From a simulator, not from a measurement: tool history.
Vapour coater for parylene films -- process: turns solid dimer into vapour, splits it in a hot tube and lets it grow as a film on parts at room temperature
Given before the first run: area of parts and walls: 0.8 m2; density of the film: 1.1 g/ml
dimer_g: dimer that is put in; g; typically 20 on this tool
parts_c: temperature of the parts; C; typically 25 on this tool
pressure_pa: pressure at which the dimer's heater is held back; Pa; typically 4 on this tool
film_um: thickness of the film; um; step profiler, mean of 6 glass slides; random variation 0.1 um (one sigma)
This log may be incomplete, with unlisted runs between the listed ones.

| run | hour | dimer_g | parts_c | pressure_pa | film_um |
|---|---|---|---|---|---|
| 1 | 0 | 20 | 25 | 4 | 12.18 |
| 2 | 45.2 | 20 | 25 | 4 | 12.11 |
| 3 | 88.7 | 10 | 25 | 4 | 5.95 |
| 4 | 121.3 | 10 | 25 | 4 | 6 |
| 5 | 147.1 | 10 | 25 | 4 | 5.93 |
| 6 | 179.6 | 10 | 25 | 4 | 5.9 |
| 7 | 209.3 | 10 | 25 | 4 | 5.86 |
| 8 | 251.9 | 20 | 21 | 4 | 12.61 |
| 9 | 294.2 | 20 | 22 | 4 | 12.34 |
| 10 | 318.7 | 20 | 22 | 4 | 12.06 |
| 11 | 367.5 | 18 | 25 | 4 | 10.39 |
| 12 | 407.1 | 18 | 25 | 4 | 10.3 |
| 13 | 443.4 | 23 | 25 | 4 | 13.28 |
| 14 | 464.2 | 20 | 20 | 4 | 12.42 |
| 15 | 488.6 | 20 | 25 | 4 | 11.44 |
|  | 495.2 | trap's valve overhauled |
| 16 | 532.4 | 20 | 25 | 4 | 10.99 |
| 17 | 562.3 | 20 | 25 | 4 | 11.08 |
|  | 584.6 | trap's valve overhauled, once more |
| 18 | 600.8 | 20 | 25 | 4 | 12.8 |
| 19 | 644.3 | 20 | 25 | 4 | 12.66 |
| 20 | 687.6 | 20 | 25 | 4 | 12.72 |
| 21 | 737.8 | 20 | 25 | 4 | 12.56 |
| 22 | 780.6 | 20 | 25 | 4 | 12.6 |
| 23 | 824.4 | 20 | 25 | 4 | 12.47 |
| 24 | 850.6 | 10 | 27 | 4 | 5.86 |
| 25 | 900.4 | 32 | 25 | 8.22 | 18.26 |
| 26 | 930.8 | 32 | 29 | 6.2 | 17.72 |
| 27 | 968.2 | 32 | 29 | 6.2 | 17.64 |
| 28 | 991.3 | 32 | 29 | 6.2 | 17.47 |
| 29 | 1042.2 | 32 | 19 | 6.2 | 20.44 |
| 30 | 1092.2 | 32 | 19 | 7.87 | 20.16 |
| 31 | 1136.5 | 9 | 29 | 7.5 | 4.75 |
| 32 | 1180.1 | 9 | 29 | 7.5 | 4.6 |
| 33 | 1218.2 | 11 | 25 | 4 | 6.54 |
| 34 | 1262.6 | 9 | 35 | 4.03 | 4.57 |
| 35 | 1283.1 | 9 | 35 | 4.03 | 4.5 |
| 36 | 1312.5 | 24 | 30 | 9.96 | 11.62 |
| 37 | 1350.6 | 10 | 20 | 2.36 | 6.71 |
| 38 | 1378.1 | 11 | 19 | 2.43 | 7.38 |
| 39 | 1402.3 | 20 | 20 | 2.09 | 13.31 |
| 40 | 1423 | 10 | 37 | 4 | 4.88 |
| 41 | 1469.6 | 22 | 26 | 4 | 12.41 |
| 42 | 1496.6 | 22 | 21 | 3.82 | 13.41 |
| 43 | 1520.6 | 30 | 24 | 5.49 | 17.12 |
| 44 | 1556.9 | 30 | 24 | 5.49 | 16.69 |
| 45 | 1599 | 32 | 25 | 6.29 | 17.39 |
| 46 | 1636.4 | 32 | 25 | 6.29 | 17.14 |

Below are 4 alternative next runs, each starting from the tool's condition after run 46. Predict each:
| A | 1680.7 | 30 | 25 | 4 | ? |
| B | 1680.7 | 32 | 25 | 9.17 | ? |
| C | 1680.7 | 35 | 25 | 2.6 | ? |
| D | 1680.7 | 27 | 22 | 6.29 | ? |

| run | film_um |
|---|---|
| A | 16.79 |
| B | 16.45 |
| C | 20.67 |
| D | 15.19 |
What these runs would have given with no unlogged condition in the tool:
| run | film_um |
|---|---|
| A | 19.19 |
| B | 18.8 |
| C | 23.61 |
| D | 17.35 |
